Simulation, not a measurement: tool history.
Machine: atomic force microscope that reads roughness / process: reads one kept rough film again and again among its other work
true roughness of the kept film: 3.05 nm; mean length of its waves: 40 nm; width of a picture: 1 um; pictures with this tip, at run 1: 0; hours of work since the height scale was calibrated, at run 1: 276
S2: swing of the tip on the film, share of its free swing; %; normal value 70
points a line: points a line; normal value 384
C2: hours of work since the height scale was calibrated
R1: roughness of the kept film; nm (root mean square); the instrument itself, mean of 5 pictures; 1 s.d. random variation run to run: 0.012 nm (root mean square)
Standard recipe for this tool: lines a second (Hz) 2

run 1 day=0 | lines_a_second_(Hz)=2 S2=70 points_a_line=384 | pictures_with_this_tip=0 C2=276 | R1=2.773
run 2 day=1.612 | lines_a_second_(Hz)=1.87 S2=70 points_a_line=384 | pictures_with_this_tip=54 C2=296 | R1=2.66
run 3 day=2.771 | lines_a_second_(Hz)=1.87 S2=70 points_a_line=384 | pictures_with_this_tip=93 C2=310 | R1=2.605
run 4 day=4.117 | lines_a_second_(Hz)=1.87 S2=70 points_a_line=384 | pictures_with_this_tip=138 C2=326 | R1=2.502
run 5 day=5.854 | lines_a_second_(Hz)=1.87 S2=70 points_a_line=384 | pictures_with_this_tip=197 C2=348 | R1=2.416
-- day=6.658 new tip fitted
run 6 day=7.858 | lines_a_second_(Hz)=2 S2=70 points_a_line=948 | pictures_with_this_tip=40 C2=372 | R1=2.702
run 7 day=9.808 | lines_a_second_(Hz)=2 S2=70 points_a_line=948 | pictures_with_this_tip=106 C2=396 | R1=2.59
run 8 day=12.004 | lines_a_second_(Hz)=2 S2=70 points_a_line=948 | pictures_with_this_tip=179 C2=423 | R1=2.452
-- day=13.358 new tip fitted
run 9 day=14.1 | lines_a_second_(Hz)=2 S2=70 points_a_line=948 | pictures_with_this_tip=25 C2=448 | R1=2.732
run 10 day=15.817 | lines_a_second_(Hz)=2 S2=83 points_a_line=384 | pictures_with_this_tip=83 C2=469 | R1=2.5
run 11 day=17.883 | lines_a_second_(Hz)=2 S2=84 points_a_line=855 | pictures_with_this_tip=152 C2=494 | R1=2.371
run 12 day=19.55 | lines_a_second_(Hz)=3.51 S2=70 points_a_line=434 | pictures_with_this_tip=208 C2=514 | R1=2.312
-- day=19.929 new tip fitted
run 13 day=20.779 | lines_a_second_(Hz)=0.97 S2=74 points_a_line=348 | pictures_with_this_tip=28 C2=529 | R1=2.736
run 14 day=22.175 | lines_a_second_(Hz)=2 S2=58 points_a_line=461 | pictures_with_this_tip=75 C2=546 | R1=2.659
run 15 day=24.233 | lines_a_second_(Hz)=2 S2=58 points_a_line=461 | pictures_with_this_tip=144 C2=571 | R1=2.51
run 16 day=25.858 | lines_a_second_(Hz)=2 S2=59 points_a_line=498 | pictures_with_this_tip=199 C2=591 | R1=2.423
-- day=26.621 new tip fitted
run 17 day=27.438 | lines_a_second_(Hz)=2 S2=57 points_a_line=384 | pictures_with_this_tip=27 C2=610 | R1=2.761
run 18 day=28.538 | lines_a_second_(Hz)=2 S2=63 points_a_line=743 | pictures_with_this_tip=64 C2=624 | R1=2.681
run 19 day=29.512 | lines_a_second_(Hz)=2 S2=63 points_a_line=743 | pictures_with_this_tip=97 C2=636 | R1=2.637
run 20 day=30.417 | lines_a_second_(Hz)=1.35 S2=69 points_a_line=384 | pictures_with_this_tip=127 C2=647 | R1=2.553

Hidden state at the last listed run before each entry between runs and at the first one after, where it differs:
Between runs 5 and 6: new tip fitted (day 6.658)
  radius of the tip, nm: 27.9 -> 11; height scale over the true one, %: -0.2 -> -0.22
  measured less the result without the state, R1: -0.366 -> -0.084 nm (root mean square)
Between runs 8 and 9: new tip fitted (day 13.358)
  radius of the tip, nm: 25.9 -> 10; height scale over the true one, %: -0.26 -> -0.28
  measured less the result without the state, R1: -0.339 -> -0.066 nm (root mean square)
Between runs 12 and 13: new tip fitted (day 19.929)
  radius of the tip, nm: 29.4 -> 10.8; height scale over the true one, %: -0.33 -> -0.34
  measured less the result without the state, R1: -0.38 -> -0.083 nm (root mean square)
Between runs 16 and 17: new tip fitted (day 26.621)
  radius of the tip, nm: 29.3 -> 10.2; height scale over the true one, %: -0.39 -> -0.4
  measured less the result without the state, R1: -0.398 -> -0.075 nm (root mean square)

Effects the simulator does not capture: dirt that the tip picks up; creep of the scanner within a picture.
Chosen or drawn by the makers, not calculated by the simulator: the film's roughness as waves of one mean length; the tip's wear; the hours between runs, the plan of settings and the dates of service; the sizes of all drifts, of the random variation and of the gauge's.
